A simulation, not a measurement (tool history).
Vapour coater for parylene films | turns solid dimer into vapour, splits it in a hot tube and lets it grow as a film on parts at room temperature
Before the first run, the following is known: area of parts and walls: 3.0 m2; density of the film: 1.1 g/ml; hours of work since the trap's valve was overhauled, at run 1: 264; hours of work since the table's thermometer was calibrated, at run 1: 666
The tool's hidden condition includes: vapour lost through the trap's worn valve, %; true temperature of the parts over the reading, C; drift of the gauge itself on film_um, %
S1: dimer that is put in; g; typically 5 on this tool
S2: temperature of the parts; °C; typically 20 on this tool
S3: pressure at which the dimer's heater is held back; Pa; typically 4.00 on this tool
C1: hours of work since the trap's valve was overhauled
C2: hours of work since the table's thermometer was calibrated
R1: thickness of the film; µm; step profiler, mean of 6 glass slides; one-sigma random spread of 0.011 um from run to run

run    hour  S1  S2    S3   C1    C2    R1
  1     0.0   5  20  4.00  264   666  0.89
  2    53.0   5  20  4.00  285   688  0.88
  3    87.4   5  20  4.00  299   702  0.88
  4   129.5   5  20  4.00  316   719  0.87
  5   154.4   5  20  4.00  326   729  0.88
  6   209.0   4  20  4.00  348   751  0.68
  7   251.4   4  20  4.00  366   768  0.68
  8   285.9   5  20  4.00  380   782  0.82
  9   315.5   5  20  4.00  392   795  0.86
 10   367.9   7  20  4.00  413   816  1.19
 11   420.8   7  20  4.00  435   837  1.18
 12   446.1   5  20  4.00  445   848  0.81
 13   485.4   5  20  4.00  461   864  0.84
 14   531.0   5  20  4.00  479   882  0.86
      572.7  -- trap's valve overhauled
 15   585.9   5  22  4.00    5   903  0.88
 16   626.7   5  20  4.00   22   919  0.95
 17   674.9   6  20  4.00   42   939  1.11
 18   708.7   7  21  4.00   55   953  1.25
 19   748.4   7  30  4.00   71   969  1.01
 20   771.7   3  14  7.18   81   978  0.52
 21   799.8   3  14  7.18   92   990  0.53
 22   836.7   6  12  7.18  107  1005  1.15
 23   893.6   5  17  8.47  130  1028  0.81
 24   929.3   5  31  2.45  145  1042  0.78
 25   974.6   5  31  2.45  163  1061  0.77
 26  1025.2   3  16  2.53  184  1081  0.65
 27  1074.0   3  20  4.00  204  1101  0.53
 28  1128.5   5  20  8.35  226  1123  0.76
 29  1159.8   5  20  6.37  239  1136  0.80
 30  1198.9   5  20  6.37  255  1152  0.77
 31  1240.0   6  20  4.26  271  1169  1.03
 32  1272.5   6  20  4.26  284  1182  1.05
 33  1327.7   6  14  4.26  307  1204  1.17
 34  1356.5   2  15  2.86  319  1216  0.42

Predict each of these 4 candidate next runs independently; none follows another, all start after run 34:
  A  1410.2   7  20   2.56  340  1238   ?
  B  1410.2   2  13  10.00  340  1238   ?
  C  1410.2   6  20   7.41  340  1238   ?
  D  1410.2   4  22   2.86  340  1238   ?

run    R1
  A  1.33
  B  0.34
  C  0.89
  D  0.72
What these runs would have given with no unlogged condition in the tool:
run    R1
  A  1.47
  B  0.37
  C  0.98
  D  0.80

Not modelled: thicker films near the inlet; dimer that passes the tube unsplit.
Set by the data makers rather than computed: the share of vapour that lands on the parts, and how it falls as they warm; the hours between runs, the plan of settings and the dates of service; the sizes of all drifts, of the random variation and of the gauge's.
